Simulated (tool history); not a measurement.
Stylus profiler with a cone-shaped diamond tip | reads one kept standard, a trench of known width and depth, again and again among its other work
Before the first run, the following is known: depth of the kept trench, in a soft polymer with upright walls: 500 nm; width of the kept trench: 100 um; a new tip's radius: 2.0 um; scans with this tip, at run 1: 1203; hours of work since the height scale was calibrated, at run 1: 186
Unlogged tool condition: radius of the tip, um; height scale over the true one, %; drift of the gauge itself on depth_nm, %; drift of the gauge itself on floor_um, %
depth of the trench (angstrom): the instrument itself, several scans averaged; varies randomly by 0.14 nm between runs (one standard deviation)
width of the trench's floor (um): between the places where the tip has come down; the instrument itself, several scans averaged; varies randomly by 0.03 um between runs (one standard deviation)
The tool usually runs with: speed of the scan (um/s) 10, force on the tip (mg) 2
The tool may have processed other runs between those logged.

run	hour	speed of the scan (um/s)	force on the tip (mg)	scans with this tip	hours of work since the height scale was calibrated	depth of the trench (angstrom)	width of the trench's floor (um)
1	0	10	2	1203	186	5065.6	97.23
2	15.2	10	2	1265	195	5066.8	97.21
3	41.5	10	1.67	1370	211	5059.2	97.21
4	61.1	10	1.67	1449	224	5060.8	97.19
5	72	10	4.93	1493	230	5118.7	97.16
6	85.3	10	4.93	1547	239	5121	97.16
7	104.7	10	4.93	1625	251	5120.4	97.26
8	126	10	2.83	1711	264	5081.7	97.19
9	152.2	10	1.08	1816	280	5046.1	97.17
10	170.1	17	2	1888	291	5070.1	97.15
11	188.8	17	2	1964	303	5067	97.14
12	208.7	17	2	2044	315	5066.3	97.15
13	219.5	10	2	2087	322	5068	97.14
14	233.4	10	2	2143	330	5066.9	97.12
15	258.4	10	1.18	2244	346	5049.2	97.2
16	269.9	10	1.18	2290	353	5050.1	97.18
17	296.3	10	1.18	2397	370	5047.8	97.1
18	308.4	10	1.18	2445	377	5047.7	97.13
19	333.7	10	2	2547	393	5068.8	97.06
20	355.8	17	2	2636	407	5069	97.06
21	379.4	10	2	2731	421	5069.6	97.1
22	397.9	10	2	2806	433	5064.1	97.09
23	420.2	9	1.61	2895	446	5059.9	97.11
24	440.8	15	1.56	2978	459	5056.9	97.04
25	458.7	10	0.85	3050	470	5039.8	97.06
26	481.7	10	3.07	3143	485	5090.8	97.09
27	502.2	10	3.07	3226	497	5090.4	97.1
28	523.5	2	5.26	3311	511	5127.7	97.09
29	541.2	24	5.26	3383	522	5127.3	97.1
30	559.7	35	5.09	3457	533	5124.3	97.06
31	573.2	38	1.26	3511	542	5051.3	96.98
32	595.6	38	1.26	3602	555	5050.2	96.98
33	616.2	38	1.26	3685	568	5053.1	96.99
34	631.2	10	1.08	3745	578	5047	97.04
35	654.8	17	1.08	3840	592	5045.9	96.96
36	669	30	2	3897	601	5070.4	96.99
37	681.5	14	2.69	3948	609	5083	97.02
38	705	2	1.9	4042	623	5068.4	97.02
39	724.7	7	5	4122	636	5124.1	97.05
40	747.4	31	1.37	4213	650	5055.6	96.93
41	769.7	31	1.37	4303	664	5055.7	96.99

Each row is a separate what-if for the run after 41, all from the same tool condition, not one after another. Results?
A	789.1	16	0.8	4381	676	?	?
B	789.1	6	1.49	4381	676	?	?
C	789.1	11	2.14	4381	676	?	?
D	789.1	14	5.17	4381	676	?	?

run	depth of the trench (angstrom)	width of the trench's floor (um)
A	5041.1	96.99
B	5059.2	97.01
C	5074.2	97.02
D	5126.6	97.01
With no hidden state in the tool, these same runs would have given:
run	depth of the trench (angstrom)	width of the trench's floor (um)
A	5035.1	97.31
B	5053.2	97.33
C	5068.2	97.35
D	5120.5	97.33
